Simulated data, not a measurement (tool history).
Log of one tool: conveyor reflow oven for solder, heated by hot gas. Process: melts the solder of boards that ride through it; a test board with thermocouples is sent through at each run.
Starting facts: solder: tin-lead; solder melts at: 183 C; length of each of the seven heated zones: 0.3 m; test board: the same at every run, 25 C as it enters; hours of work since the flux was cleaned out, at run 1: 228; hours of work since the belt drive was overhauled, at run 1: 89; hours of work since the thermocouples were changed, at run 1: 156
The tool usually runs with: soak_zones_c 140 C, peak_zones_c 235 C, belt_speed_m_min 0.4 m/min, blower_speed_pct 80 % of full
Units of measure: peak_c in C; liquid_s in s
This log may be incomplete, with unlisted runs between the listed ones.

| run | hour | soak_zones_c | peak_zones_c | belt_speed_m_min | blower_speed_pct | hours of work since the flux was cleaned out | hours of work since the belt drive was overhauled | hours of work since the thermocouples were changed | peak_c | liquid_s |
|---|---|---|---|---|---|---|---|---|---|---|
| 1 | 0 | 140 | 235 | 0.4 | 80 | 228 | 89 | 156 | 222.2 | 72.6 |
| 2 | 28.7 | 140 | 235 | 0.4 | 80 | 246 | 107 | 174 | 222.1 | 73.2 |
| 3 | 65.9 | 140 | 235 | 0.4 | 80 | 269 | 131 | 197 | 222.1 | 72.3 |
| 4 | 93.5 | 140 | 235 | 0.4 | 80 | 287 | 148 | 215 | 221.7 | 73.5 |
| 5 | 123.6 | 140 | 235 | 0.4 | 80 | 306 | 167 | 234 | 221.7 | 72.7 |
| 6 | 150.3 | 140 | 235 | 0.368 | 80 | 323 | 184 | 251 | 224.1 | 81.3 |
| 7 | 192.1 | 140 | 235 | 0.368 | 80 | 349 | 210 | 277 | 223.8 | 81.8 |
| 8 | 211.6 | 140 | 235 | 0.4 | 80 | 361 | 222 | 289 | 221.6 | 72.9 |
| 9 | 244.7 | 140 | 235 | 0.342 | 80 | 382 | 243 | 310 | 225.9 | 89.7 |
| 10 | 267.4 | 140 | 235 | 0.342 | 80 | 396 | 258 | 324 | 225.4 | 89.4 |
| 11 | 303.8 | 140 | 235 | 0.342 | 80 | 419 | 281 | 347 | 225.7 | 89.5 |
| 12 | 333.6 | 140 | 235 | 0.4 | 80 | 438 | 299 | 366 | 221.5 | 72.8 |
|  | 358.1 | flux residue cleaned out of gas plates and filters |
| 13 | 378.8 | 140 | 235 | 0.4 | 80 | 13 | 325 | 391 | 223.9 | 75.6 |
| 14 | 415.3 | 140 | 235 | 0.4 | 80 | 36 | 348 | 414 | 224.2 | 75.6 |
| 15 | 448.6 | 140 | 235 | 0.4 | 80 | 57 | 369 | 435 | 223.8 | 75.4 |
| 16 | 491.3 | 129 | 235 | 0.338 | 80 | 84 | 396 | 462 | 226.8 | 88.2 |
| 17 | 519.3 | 128 | 235 | 0.4 | 81 | 102 | 413 | 480 | 222.4 | 70.6 |
| 18 | 550.6 | 128 | 235 | 0.4 | 81 | 121 | 433 | 500 | 222.5 | 69.4 |
| 19 | 579.1 | 128 | 235 | 0.4 | 81 | 139 | 451 | 518 | 222.4 | 69.9 |
| 20 | 606.4 | 128 | 235 | 0.4 | 81 | 157 | 468 | 535 | 221.8 | 70.4 |
| 21 | 641.5 | 131 | 228 | 0.43 | 81 | 179 | 490 | 557 | 214.1 | 58.6 |
| 22 | 665.5 | 152 | 242 | 0.47 | 80 | 194 | 505 | 572 | 227 | 70.3 |
| 23 | 696.4 | 140 | 233 | 0.41 | 53 | 213 | 525 | 592 | 213.6 | 63.5 |
| 24 | 721 | 129 | 237 | 0.333 | 67 | 229 | 540 | 607 | 226 | 88.5 |
| 25 | 760 | 154 | 236 | 0.35 | 80 | 253 | 565 | 632 | 229.1 | 97.4 |
| 26 | 787 | 154 | 236 | 0.447 | 80 | 270 | 582 | 649 | 223.1 | 72.5 |
| 27 | 818.7 | 154 | 249 | 0.447 | 54 | 290 | 602 | 669 | 227.2 | 75.2 |
| 28 | 854.4 | 154 | 249 | 0.447 | 54 | 313 | 624 | 691 | 226.7 | 74.3 |
| 29 | 890.2 | 140 | 235 | 0.4 | 61 | 335 | 647 | 714 | 218.4 | 70.3 |
| 30 | 922.8 | 155 | 235 | 0.445 | 61 | 356 | 668 | 734 | 218.1 | 69 |

Each row is a separate what-if for the run after 30, all from the same tool condition, not one after another. Results?
| A | 947.6 | 155 | 235 | 0.475 | 54 | 372 | 683 | 750 | ? | ? |
| B | 947.6 | 155 | 244 | 0.422 | 87 | 372 | 683 | 750 | ? | ? |
| C | 947.6 | 150 | 235 | 0.452 | 80 | 372 | 683 | 750 | ? | ? |
| D | 947.6 | 155 | 247 | 0.414 | 73 | 372 | 683 | 750 | ? | ? |

| run | peak_c | liquid_s |
|---|---|---|
| A | 213 | 59.8 |
| B | 232.7 | 84.1 |
| C | 221.2 | 68.7 |
| D | 233.5 | 85.1 |
The same runs, with their run-to-run variation unchanged, on a tool lacking any hidden condition would have given:
| run | peak_c | liquid_s |
|---|---|---|
| A | 213.3 | 59.1 |
| B | 233.3 | 82.5 |
| C | 221.8 | 67.9 |
| D | 233.9 | 83.5 |
